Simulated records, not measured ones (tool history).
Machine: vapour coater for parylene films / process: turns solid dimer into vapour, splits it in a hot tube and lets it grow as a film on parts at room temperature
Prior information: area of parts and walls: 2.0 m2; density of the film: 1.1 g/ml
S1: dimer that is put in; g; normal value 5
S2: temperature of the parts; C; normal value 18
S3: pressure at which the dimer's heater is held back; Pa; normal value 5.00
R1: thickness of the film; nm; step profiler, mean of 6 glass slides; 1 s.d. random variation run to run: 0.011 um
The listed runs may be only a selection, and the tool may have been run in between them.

run   hour  S1  S2     S3    R1
  1    0.0   5  18   5.00  1610
  2   12.3   8  18   5.00  2560
  3   31.2   8  18   5.00  2550
  4   53.9   5  18   5.00  1590
  5   79.3   5  18   5.00  1570
  6  102.6   5  18   5.00  1550
  7  118.6   5  18   5.00  1570
  8  130.4   5  18   5.00  1560
  9  152.7   5  18   5.00  1510
 10  174.2   5  17   7.32  1410
 11  195.6   9  11   6.62  3100
 12  221.3   5  15   3.68  1750
     227.7  -- trap's valve overhauled
 13  238.2   5  11   2.28  1990
 14  249.3   5  11   2.28  2010
 15  268.2   5  18   6.42  1350
 16  279.0   5  18   6.42  1360
 17  292.3   7  18  11.51  1640
 18  315.9   5  23   5.00  1220

Difference, measured minus no-hidden-state, one row per run. Run-to-run variation is common to both terms; the gauge's own scatter need not be:
What the log doesn't record here: vapour lost through the trap's worn valve, %; true temperature of the parts over the reading, C; drift of the gauge itself on film_um, %.
run    R1
  1   -10
  2   -30
  3   -40
  4   -30
  5   -50
  6   -60
  7   -70
  8   -70
  9   -80
 10   -90
 11  -230
 12  -150
 13  -220
 14  -240
 15  -180
 16  -180
 17  -230
 18  -190

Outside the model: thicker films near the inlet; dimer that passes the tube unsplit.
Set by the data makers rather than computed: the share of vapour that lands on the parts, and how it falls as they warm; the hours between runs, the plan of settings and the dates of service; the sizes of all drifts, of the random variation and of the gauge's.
